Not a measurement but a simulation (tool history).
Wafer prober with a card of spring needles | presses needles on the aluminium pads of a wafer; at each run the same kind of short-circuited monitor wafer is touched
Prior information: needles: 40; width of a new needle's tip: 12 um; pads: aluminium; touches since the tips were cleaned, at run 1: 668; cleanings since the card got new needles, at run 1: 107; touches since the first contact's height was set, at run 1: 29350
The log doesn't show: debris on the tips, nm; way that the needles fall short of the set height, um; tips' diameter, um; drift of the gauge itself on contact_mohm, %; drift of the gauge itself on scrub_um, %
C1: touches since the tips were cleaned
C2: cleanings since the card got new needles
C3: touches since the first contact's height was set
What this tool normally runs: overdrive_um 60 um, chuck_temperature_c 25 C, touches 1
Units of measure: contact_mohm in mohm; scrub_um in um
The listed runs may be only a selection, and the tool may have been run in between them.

run 1 hour=0.0 | overdrive_um=60 chuck_temperature_c=25 touches=1 | C1=668 C2=107 C3=29350 | contact_mohm=131 scrub_um=12.75
-- hour=4.1 tips cleaned on abrasive film
-- hour=10.7 tips cleaned on abrasive film
-- hour=17.1 tips cleaned on abrasive film
run 2 hour=17.9 | overdrive_um=60 chuck_temperature_c=25 touches=1 | C1=257 C2=110 C3=34665 | contact_mohm=123 scrub_um=12.68
-- hour=23.3 tips cleaned on abrasive film
-- hour=29.2 tips cleaned on abrasive film
run 3 hour=30.0 | overdrive_um=60 chuck_temperature_c=25 touches=1 | C1=257 C2=112 C3=38244 | contact_mohm=124 scrub_um=12.66
-- hour=35.2 tips cleaned on abrasive film
-- hour=41.9 tips cleaned on abrasive film
run 4 hour=43.3 | overdrive_um=60 chuck_temperature_c=47 touches=1 | C1=425 C2=114 C3=42187 | contact_mohm=130 scrub_um=12.56
-- hour=48.3 tips cleaned on abrasive film
-- hour=54.6 tips cleaned on abrasive film
-- hour=60.7 tips cleaned on abrasive film
run 5 hour=61.6 | overdrive_um=60 chuck_temperature_c=47 touches=1 | C1=266 C2=117 C3=47625 | contact_mohm=125 scrub_um=12.51
-- hour=66.8 tips cleaned on abrasive film
-- hour=73.4 tips cleaned on abrasive film
run 6 hour=78.6 | overdrive_um=60 chuck_temperature_c=47 touches=1 | C1=1556 C2=119 C3=52684 | contact_mohm=150 scrub_um=12.53
-- hour=80.1 tips cleaned on abrasive film
-- hour=86.0 tips cleaned on abrasive film
-- hour=92.6 tips cleaned on abrasive film
run 7 hour=96.4 | overdrive_um=60 chuck_temperature_c=47 touches=1 | C1=1154 C2=122 C3=57959 | contact_mohm=146 scrub_um=12.55
-- hour=99.1 tips cleaned on abrasive film
-- hour=105.7 tips cleaned on abrasive film
run 8 hour=109.2 | overdrive_um=60 chuck_temperature_c=47 touches=1 | C1=1052 C2=124 C3=61763 | contact_mohm=145 scrub_um=12.47
-- hour=112.0 tips cleaned on abrasive film
-- hour=118.4 tips cleaned on abrasive film
run 9 hour=118.4 | overdrive_um=60 chuck_temperature_c=47 touches=1 | C1=0 C2=126 C3=64481 | contact_mohm=123 scrub_um=12.36
-- hour=124.8 tips cleaned on abrasive film
-- hour=131.4 tips cleaned on abrasive film
run 10 hour=134.5 | overdrive_um=60 chuck_temperature_c=25 touches=1 | C1=923 C2=128 C3=69251 | contact_mohm=141 scrub_um=12.28
-- hour=137.8 tips cleaned on abrasive film
-- hour=144.5 tips cleaned on abrasive film
run 11 hour=147.1 | overdrive_um=58 chuck_temperature_c=25 touches=1 | C1=792 C2=130 C3=73003 | contact_mohm=140 scrub_um=11.83
-- hour=150.9 tips cleaned on abrasive film
run 12 hour=156.3 | overdrive_um=58 chuck_temperature_c=25 touches=1 | C1=1608 C2=131 C3=75728 | contact_mohm=155 scrub_um=11.92
-- hour=157.4 tips cleaned on abrasive film
-- hour=163.3 tips cleaned on abrasive film
-- hour=170.2 tips cleaned on abrasive film
run 13 hour=170.3 | overdrive_um=55 chuck_temperature_c=25 touches=1 | C1=34 C2=134 C3=79880 | contact_mohm=125 scrub_um=11.21
-- hour=176.3 tips cleaned on abrasive film
-- hour=182.3 tips cleaned on abrasive film
run 14 hour=185.4 | overdrive_um=55 chuck_temperature_c=25 touches=1 | C1=934 C2=136 C3=84368 | contact_mohm=143 scrub_um=11.03
-- hour=189.4 tips cleaned on abrasive film
-- hour=195.6 tips cleaned on abrasive film
run 15 hour=196.4 | overdrive_um=79 chuck_temperature_c=25 touches=1 | C1=219 C2=138 C3=87612 | contact_mohm=120 scrub_um=16.28
-- hour=202.5 tips cleaned on abrasive film
-- hour=208.7 tips cleaned on abrasive film
run 16 hour=214.3 | overdrive_um=72 chuck_temperature_c=35 touches=2 | C1=1687 C2=140 C3=92960 | contact_mohm=130 scrub_um=14.66
-- hour=215.6 tips cleaned on abrasive film
-- hour=215.9 height of the first contact set anew
-- hour=222.5 tips cleaned on abrasive film
-- hour=229.2 tips cleaned on abrasive film
run 17 hour=230.5 | overdrive_um=56 chuck_temperature_c=53 touches=2 | C1=389 C2=143 C3=4336 | contact_mohm=128 scrub_um=10.91
-- hour=235.3 tips cleaned on abrasive film
run 18 hour=240.6 | overdrive_um=72 chuck_temperature_c=49 touches=2 | C1=1573 C2=144 C3=7331 | contact_mohm=137 scrub_um=14.48
-- hour=241.6 tips cleaned on abrasive film
-- hour=248.2 tips cleaned on abrasive film
-- hour=254.8 tips cleaned on abrasive film
run 19 hour=257.7 | overdrive_um=41 chuck_temperature_c=26 touches=3 | C1=890 C2=147 C3=12421 | contact_mohm=142 scrub_um=7.66
-- hour=260.6 tips cleaned on abrasive film
-- hour=267.2 tips cleaned on abrasive film
-- hour=273.6 tips cleaned on abrasive film
-- hour=275.3 height of the first contact set anew, once more
run 20 hour=275.4 | overdrive_um=55 chuck_temperature_c=26 touches=3 | C1=467 C2=150 C3=45 | contact_mohm=123 scrub_um=11.92
-- hour=280.6 tips cleaned on abrasive film
-- hour=287.2 tips cleaned on abrasive film
-- hour=292.9 tips cleaned on abrasive film
run 21 hour=292.9 | overdrive_um=55 chuck_temperature_c=26 touches=3 | C1=0 C2=153 C3=5238 | contact_mohm=119 scrub_um=11.90
-- hour=299.5 tips cleaned on abrasive film
-- hour=305.5 tips cleaned on abrasive film
-- hour=311.5 tips cleaned on abrasive film
run 22 hour=312.0 | overdrive_um=55 chuck_temperature_c=51 touches=3 | C1=147 C2=156 C3=10887 | contact_mohm=123 scrub_um=11.91

Run 23 comes next. What will it give?
-- hour=318.3 tips cleaned on abrasive film
run 23 hour=323.4 | overdrive_um=44 chuck_temperature_c=31 touches=3 | C1=1540 C2=157 C3=14296 | contact_mohm=? scrub_um=?

{"run 23": {"contact_mohm": 141, "scrub_um": 9.37}}
Without the tool's hidden state the same run would have given contact_mohm 119 mohm, scrub_um 9.52 um.
